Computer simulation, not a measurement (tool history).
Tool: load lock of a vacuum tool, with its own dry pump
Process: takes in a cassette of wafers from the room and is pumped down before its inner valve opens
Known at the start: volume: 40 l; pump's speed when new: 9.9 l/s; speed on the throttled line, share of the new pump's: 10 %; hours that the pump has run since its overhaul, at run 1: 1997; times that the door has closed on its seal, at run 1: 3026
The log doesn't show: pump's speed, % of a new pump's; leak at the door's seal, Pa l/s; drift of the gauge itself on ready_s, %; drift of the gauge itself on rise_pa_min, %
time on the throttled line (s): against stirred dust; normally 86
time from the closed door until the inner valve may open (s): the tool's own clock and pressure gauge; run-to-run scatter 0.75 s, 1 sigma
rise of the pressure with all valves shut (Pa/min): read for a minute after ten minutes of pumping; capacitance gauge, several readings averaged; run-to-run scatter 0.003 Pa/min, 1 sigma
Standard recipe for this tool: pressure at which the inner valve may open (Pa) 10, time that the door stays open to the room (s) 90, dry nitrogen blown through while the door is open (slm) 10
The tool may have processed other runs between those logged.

run	hour	time on the throttled line (s)	pressure at which the inner valve may open (Pa)	time that the door stays open to the room (s)	dry nitrogen blown through while the door is open (slm)	hours that the pump has run since its overhaul	times that the door has closed on its seal	incoming humidity of the room's air, %	time from the closed door until the inner valve may open (s)	rise of the pressure with all valves shut (Pa/min)
1	0	86	10	90	10	1997	3026	44.8	115.7	0.092
2	88.3	86	10	90	10	2085	3278	47.6	117.5	0.103
3	153.5	86	10	90	10	2150	3464	44.7	116.5	0.099
4	211.5	86	10	90	7	2208	3629	42.6	116.5	0.098
5	305.4	86	10	90	10	2302	3897	44.7	116.3	0.099
6	378.5	74	10	90	10	2375	4106	44.3	106.2	0.101
7	443.4	86	10	90	10	2440	4291	46.6	115.6	0.104
8	516.7	86	10	90	10	2514	4500	42.4	116.3	0.108
9	576.9	86	10	90	10	2574	4672	48.1	117.4	0.115
10	623.9	63	10	90	10	2621	4806	44.1	96.3	0.109
11	694.6	86	10	90	10	2692	5008	41.4	116.5	0.118
12	747.9	86	10	90	10	2745	5160	45.7	117.1	0.12
13	845.1	65	10	36	8	2842	5437	42.3	98	0.106
14	929.4	65	10	36	8	2926	5678	41.8	97.1	0.11
15	992.4	65	10	39	4	2989	5858	44	98.4	0.127

What does the tool deliver on the next run?
16	1040.6	51	16	90	10	3037	5995	46	?	?

{"run 16": {"time from the closed door until the inner valve may open (s)": 83.4, "rise of the pressure with all valves shut (Pa/min)": 0.136}}
If the tool had no hidden condition, the same run with the same run-to-run variation would have returned time from the closed door until the inner valve may open (s) 82.1, rise of the pressure with all valves shut (Pa/min) 0.059.
